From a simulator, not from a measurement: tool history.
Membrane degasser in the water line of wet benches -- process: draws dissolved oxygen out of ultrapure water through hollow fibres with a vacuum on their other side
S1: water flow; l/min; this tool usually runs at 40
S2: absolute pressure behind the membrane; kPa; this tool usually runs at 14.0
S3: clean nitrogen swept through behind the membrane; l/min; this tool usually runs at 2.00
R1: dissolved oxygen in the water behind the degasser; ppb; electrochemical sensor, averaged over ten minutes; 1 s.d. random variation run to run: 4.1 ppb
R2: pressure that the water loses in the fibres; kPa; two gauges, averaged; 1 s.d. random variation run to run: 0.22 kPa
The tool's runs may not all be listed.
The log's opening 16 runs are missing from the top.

{"run": 17, "hour": 3236.5, "S1": 40, "S2": 14.0, "S3": 0.86, "R1": 989.7, "R2": 53.92}
{"run": 18, "hour": 3382.9, "S1": 40, "S2": 14.0, "S3": 0.86, "R1": 986.8, "R2": 53.61}
{"hour": 3573.9, "done": "gauge calibrated"}
{"hour": 3575.9, "done": "seals of the vacuum lines changed"}
{"run": 19, "hour": 3673.8, "S1": 24, "S2": 13.1, "S3": 2.39, "R1": 248.0, "R2": 31.44}
{"run": 20, "hour": 3923.9, "S1": 24, "S2": 13.1, "S3": 2.39, "R1": 250.3, "R2": 31.58}
{"run": 21, "hour": 4198.8, "S1": 24, "S2": 13.1, "S3": 2.39, "R1": 247.1, "R2": 31.59}
{"run": 22, "hour": 4361.5, "S1": 37, "S2": 15.6, "S3": 4.41, "R1": 332.9, "R2": 48.69}
{"run": 23, "hour": 4619.8, "S1": 37, "S2": 15.6, "S3": 4.41, "R1": 326.3, "R2": 48.83}
{"run": 24, "hour": 4758.3, "S1": 37, "S2": 15.6, "S3": 4.41, "R1": 326.7, "R2": 49.24}
{"run": 25, "hour": 4940.4, "S1": 35, "S2": 15.6, "S3": 4.41, "R1": 309.1, "R2": 46.3}
{"run": 26, "hour": 5152.2, "S1": 26, "S2": 17.5, "S3": 2.0, "R1": 440.2, "R2": 34.57}
{"run": 27, "hour": 5401.8, "S1": 40, "S2": 19.8, "S3": 5.68, "R1": 376.8, "R2": 52.86}
{"run": 28, "hour": 5597.3, "S1": 40, "S2": 19.8, "S3": 5.68, "R1": 383.3, "R2": 53.47}
{"run": 29, "hour": 5842.4, "S1": 32, "S2": 10.0, "S3": 2.0, "R1": 296.0, "R2": 42.63}
{"run": 30, "hour": 6042.0, "S1": 32, "S2": 10.0, "S3": 2.0, "R1": 302.8, "R2": 42.67}

What if the next run were any one of these 4? Each begins from the tool's condition after run 30:
{"run": "A", "hour": 6192.0, "S1": 25, "S2": 24.6, "S3": 5.55, "R1": "?", "R2": "?"}
{"run": "B", "hour": 6192.0, "S1": 26, "S2": 14.9, "S3": 2.0, "R1": "?", "R2": "?"}
{"run": "C", "hour": 6192.0, "S1": 31, "S2": 13.4, "S3": 2.0, "R1": "?", "R2": "?"}
{"run": "D", "hour": 6192.0, "S1": 28, "S2": 10.0, "S3": 1.87, "R1": "?", "R2": "?"}

run=A R1=255.2 R2=33.19
run=B R1=372.0 R2=34.68
run=C R1=396.1 R2=41.39
run=D R1=265.8 R2=37.21
Stripped of hidden state, with their random variation kept, the same runs would have yielded:
run=A R1=255.0 R2=32.62
run=B R1=371.7 R2=34.09
run=C R1=395.7 R2=40.69
run=D R1=265.5 R2=36.57

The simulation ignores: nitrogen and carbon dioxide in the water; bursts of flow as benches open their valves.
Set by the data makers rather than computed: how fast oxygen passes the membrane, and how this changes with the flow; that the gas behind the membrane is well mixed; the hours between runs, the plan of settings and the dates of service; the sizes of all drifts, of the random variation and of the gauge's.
